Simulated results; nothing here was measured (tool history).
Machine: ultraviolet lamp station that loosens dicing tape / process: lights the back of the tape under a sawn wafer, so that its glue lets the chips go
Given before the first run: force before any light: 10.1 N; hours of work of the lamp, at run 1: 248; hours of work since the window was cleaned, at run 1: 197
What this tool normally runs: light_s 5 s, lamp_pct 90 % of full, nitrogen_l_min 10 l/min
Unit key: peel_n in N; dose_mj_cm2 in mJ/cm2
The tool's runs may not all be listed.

run,hour,light_s,lamp_pct,nitrogen_l_min,hours of work of the lamp,hours of work since the window was cleaned,peel_n,dose_mj_cm2
1,0.0,5,90,10,248,197,1.312,303
2,39.7,5,90,18,268,217,1.068,300
3,65.6,5,90,18,281,229,1.042,300
4,98.9,5,90,10,297,246,1.479,296
5,149.3,5,90,10,322,271,1.464,292
6,197.0,5,90,10,346,295,1.569,282
7,250.0,5,90,10,372,321,1.645,282
8,290.2,5,90,10,392,341,1.659,274
9,329.6,5,89,10,412,361,1.723,268
10,377.5,5,90,10,436,385,1.849,266
# hour 408.1: window cleaned of glue's vapour
11,409.1,5,70,10,451,1,2.148,232
12,453.1,4,90,14,473,22,1.874,241
13,479.9,4,90,14,486,36,1.908,236
14,512.3,4,90,4,503,52,3.132,233
15,564.3,5,84,18,528,78,1.312,266
16,621.4,2,79,9,557,106,5.239,99
17,650.5,9,90,10,571,121,0.440,500
18,681.7,9,86,19,587,136,0.332,466

The same runs without the tool's hidden state, with the same run-to-run variation:
Hidden state present: lamp's light, % of a new lamp's; light that the window lets through, % of a clean one's; drift of the gauge itself on peel_n, %; drift of the gauge itself on dose_mj_cm2, %.
run,peel_n,dose_mj_cm2
1,0.842,372
2,0.630,375
3,0.597,378
4,0.886,379
5,0.841,380
6,0.873,374
7,0.877,382
8,0.863,379
9,0.879,376
10,0.906,381
11,1.481,290
12,1.201,305
13,1.198,303
14,2.232,302
15,0.700,352
16,4.191,134
17,0.174,687
18,0.129,649
